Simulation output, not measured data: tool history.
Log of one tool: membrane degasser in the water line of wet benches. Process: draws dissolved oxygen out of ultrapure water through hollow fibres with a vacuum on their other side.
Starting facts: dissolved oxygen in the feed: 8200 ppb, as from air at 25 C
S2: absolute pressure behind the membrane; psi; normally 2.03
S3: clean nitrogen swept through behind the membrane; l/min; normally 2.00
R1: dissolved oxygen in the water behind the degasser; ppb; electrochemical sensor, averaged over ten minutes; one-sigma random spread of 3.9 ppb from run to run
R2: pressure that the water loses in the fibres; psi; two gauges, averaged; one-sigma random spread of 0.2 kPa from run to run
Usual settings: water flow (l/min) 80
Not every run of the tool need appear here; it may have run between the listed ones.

{"run": 1, "hour": 0.0, "water flow (l/min)": 80, "S2": 2.03, "S3": 2.0, "R1": 1068.3, "R2": 7.174}
{"run": 2, "hour": 45.1, "water flow (l/min)": 80, "S2": 2.03, "S3": 2.0, "R1": 1063.6, "R2": 7.184}
{"run": 3, "hour": 99.4, "water flow (l/min)": 80, "S2": 2.77, "S3": 2.0, "R1": 1376.9, "R2": 7.227}
{"run": 4, "hour": 124.5, "water flow (l/min)": 80, "S2": 2.77, "S3": 2.0, "R1": 1380.6, "R2": 7.217}
{"run": 5, "hour": 178.0, "water flow (l/min)": 80, "S2": 2.03, "S3": 2.0, "R1": 1074.4, "R2": 7.174}
{"run": 6, "hour": 205.1, "water flow (l/min)": 80, "S2": 4.8, "S3": 2.0, "R1": 2139.0, "R2": 7.178}
{"run": 7, "hour": 255.6, "water flow (l/min)": 80, "S2": 4.8, "S3": 2.0, "R1": 2140.6, "R2": 7.226}
{"run": 8, "hour": 312.8, "water flow (l/min)": 80, "S2": 1.9, "S3": 2.0, "R1": 1012.5, "R2": 7.245}
{"run": 9, "hour": 366.1, "water flow (l/min)": 90, "S2": 2.03, "S3": 2.0, "R1": 1198.8, "R2": 8.128}
{"run": 10, "hour": 407.9, "water flow (l/min)": 56, "S2": 2.03, "S3": 2.0, "R1": 730.2, "R2": 5.033}
{"run": 11, "hour": 466.4, "water flow (l/min)": 56, "S2": 2.03, "S3": 2.0, "R1": 724.4, "R2": 5.034}
{"run": 12, "hour": 515.7, "water flow (l/min)": 92, "S2": 2.03, "S3": 2.0, "R1": 1230.4, "R2": 8.289}
{"run": 13, "hour": 558.4, "water flow (l/min)": 92, "S2": 2.03, "S3": 2.0, "R1": 1234.2, "R2": 8.341}
{"run": 14, "hour": 616.2, "water flow (l/min)": 92, "S2": 2.03, "S3": 2.0, "R1": 1236.9, "R2": 8.306}
{"run": 15, "hour": 659.1, "water flow (l/min)": 92, "S2": 2.03, "S3": 2.0, "R1": 1225.1, "R2": 8.33}
{"run": 16, "hour": 688.9, "water flow (l/min)": 92, "S2": 2.03, "S3": 2.0, "R1": 1235.3, "R2": 8.315}
{"run": 17, "hour": 741.2, "water flow (l/min)": 92, "S2": 2.8, "S3": 2.07, "R1": 1558.1, "R2": 8.315}
{"run": 18, "hour": 797.0, "water flow (l/min)": 92, "S2": 2.8, "S3": 2.07, "R1": 1556.9, "R2": 8.318}
{"run": 19, "hour": 856.4, "water flow (l/min)": 92, "S2": 2.8, "S3": 2.07, "R1": 1550.6, "R2": 8.273}
{"run": 20, "hour": 890.0, "water flow (l/min)": 92, "S2": 2.8, "S3": 2.07, "R1": 1555.3, "R2": 8.334}
{"run": 21, "hour": 938.7, "water flow (l/min)": 92, "S2": 2.8, "S3": 2.07, "R1": 1561.2, "R2": 8.389}
{"run": 22, "hour": 972.3, "water flow (l/min)": 92, "S2": 2.8, "S3": 2.07, "R1": 1565.4, "R2": 8.322}

Had the tool no unlogged condition, and each run kept its random variation, what would the results have been?
Hidden state present: membrane still open, %; true pressure behind the membrane over the reading, kPa; air that leaks in behind the membrane, l/min; drift of the gauge itself on oxygen_ppb, %; drift of the gauge itself on loss_of_pressure_kpa, %.
run=1 R1=1054.5 R2=7.120
run=2 R1=1049.7 R2=7.129
run=3 R1=1363.6 R2=7.171
run=4 R1=1367.2 R2=7.159
run=5 R1=1059.7 R2=7.114
run=6 R1=2127.3 R2=7.118
run=7 R1=2128.8 R2=7.165
run=8 R1=997.0 R2=7.181
run=9 R1=1181.7 R2=8.055
run=10 R1=719.1 R2=4.986
run=11 R1=713.3 R2=4.986
run=12 R1=1212.0 R2=8.208
run=13 R1=1215.5 R2=8.260
run=14 R1=1217.9 R2=8.222
run=15 R1=1206.0 R2=8.244
run=16 R1=1215.9 R2=8.228
run=17 R1=1540.0 R2=8.225
run=18 R1=1538.5 R2=8.228
run=19 R1=1531.9 R2=8.180
run=20 R1=1536.4 R2=8.240
run=21 R1=1542.0 R2=8.292
run=22 R1=1546.0 R2=8.225
